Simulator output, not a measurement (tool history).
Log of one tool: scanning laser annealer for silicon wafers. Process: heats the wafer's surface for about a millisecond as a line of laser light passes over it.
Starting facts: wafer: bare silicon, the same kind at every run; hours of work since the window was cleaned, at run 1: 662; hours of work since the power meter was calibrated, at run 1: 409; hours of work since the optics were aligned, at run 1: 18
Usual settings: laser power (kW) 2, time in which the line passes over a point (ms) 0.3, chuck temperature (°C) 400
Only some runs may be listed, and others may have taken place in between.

run	hour	laser power (kW)	time in which the line passes over a point (ms)	chuck temperature (°C)	hours of work since the window was cleaned	hours of work since the power meter was calibrated	hours of work since the optics were aligned	highest temperature of the surface (°C)
1	0	2	0.3	400	662	409	18	1213
2	6.6	2	0.3	400	666	414	22	1215
3	18.3	2	0.3	400	673	421	30	1214
4	32.8	2	0.3	400	683	431	39	1210
5	40.9	2	0.3	400	688	436	45	1218
6	54.2	2	0.3	400	696	444	53	1216
7	68	2	0.257	400	705	453	62	1150
8	79.6	2	0.257	400	713	461	69	1148
9	94.6	2.085	0.292	426	722	470	79	1270
10	108.4	1.948	0.257	400	731	479	88	1124
11	124.1	1.948	0.257	400	741	489	98	1125
12	132	2.121	0.252	373	747	494	103	1165
13	147.7	2.079	0.265	398	757	505	113	1190
14	155.4	2.18	0.351	400	762	509	118	1382
15	169.5	2.18	0.351	400	771	519	127	1384

Forecast each of these 3 alternatives for the next run:
A	183.8	2.18	0.289	400	780	528	137	?
B	183.8	1.965	0.3	400	780	528	137	?
C	183.8	2.086	0.3	439	780	528	137	?

run	highest temperature of the surface (°C)
A	1283
B	1199
C	1290
With the hidden condition removed and each run's random variation left untouched, the same runs would have given:
run	highest temperature of the surface (°C)
A	1284
B	1200
C	1291
